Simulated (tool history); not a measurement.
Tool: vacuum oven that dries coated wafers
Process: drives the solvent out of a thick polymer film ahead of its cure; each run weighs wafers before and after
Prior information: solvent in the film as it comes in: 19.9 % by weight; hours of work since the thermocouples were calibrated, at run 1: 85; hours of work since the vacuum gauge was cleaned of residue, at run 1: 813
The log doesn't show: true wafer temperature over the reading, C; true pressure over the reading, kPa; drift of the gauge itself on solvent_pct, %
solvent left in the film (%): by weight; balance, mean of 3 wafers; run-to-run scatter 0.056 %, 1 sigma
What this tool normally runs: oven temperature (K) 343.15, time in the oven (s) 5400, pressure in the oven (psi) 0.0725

run	day	oven temperature (K)	time in the oven (s)	pressure in the oven (psi)	hours of work since the thermocouples were calibrated	hours of work since the vacuum gauge was cleaned of residue	solvent left in the film (%)
1	0.000	343.15	5400	0.0725	85	813	3.00
2	0.638	343.15	5400	0.0725	92	820	3.05
3	1.438	343.15	5400	0.0725	102	830	2.91
4	1.883	343.15	5400	0.0392	108	836	2.77
5	2.338	343.15	5400	0.0392	113	841	2.58
6	3.058	343.15	5400	0.1607	122	850	3.70
7	3.658	343.15	5400	0.1607	130	858	3.66
8	4.525	343.15	5400	0.0725	140	868	3.00
9	4.904	343.15	5400	0.0725	145	873	2.96
10	5.412	343.15	5400	0.0725	151	879	3.11
11	5.921	343.15	5400	0.0534	158	885	2.86
12	6.767	343.15	3720	0.0534	168	896	4.61
13	7.200	343.15	5400	0.1179	173	901	3.28
14	7.704	343.15	5400	0.1179	179	907	3.34
15	8.250	335.15	3480	0.0725	186	914	8.96
16	8.742	335.15	3480	0.0725	192	920	8.93
17	9.300	349.15	5700	0.0725	199	927	1.21
18	10.121	349.15	5700	0.0725	209	937	1.37
19	10.554	341.15	5400	0.0725	215	942	3.72
20	11.100	343.15	4440	0.0725	221	949	3.87
21	11.708	342.15	4080	0.0757	229	957	4.77
22	12.546	343.15	9120	0.0434	239	967	1.38

Estimate the outcome of run 23 from the log above:
23	12.942	343.15	2820	0.0500	244	972	?

{"run 23": {"solvent left in the film (%)": 5.96}}
On a tool with no hidden condition, and with the same random variation, this run would have come out at solvent left in the film (%) 5.61.
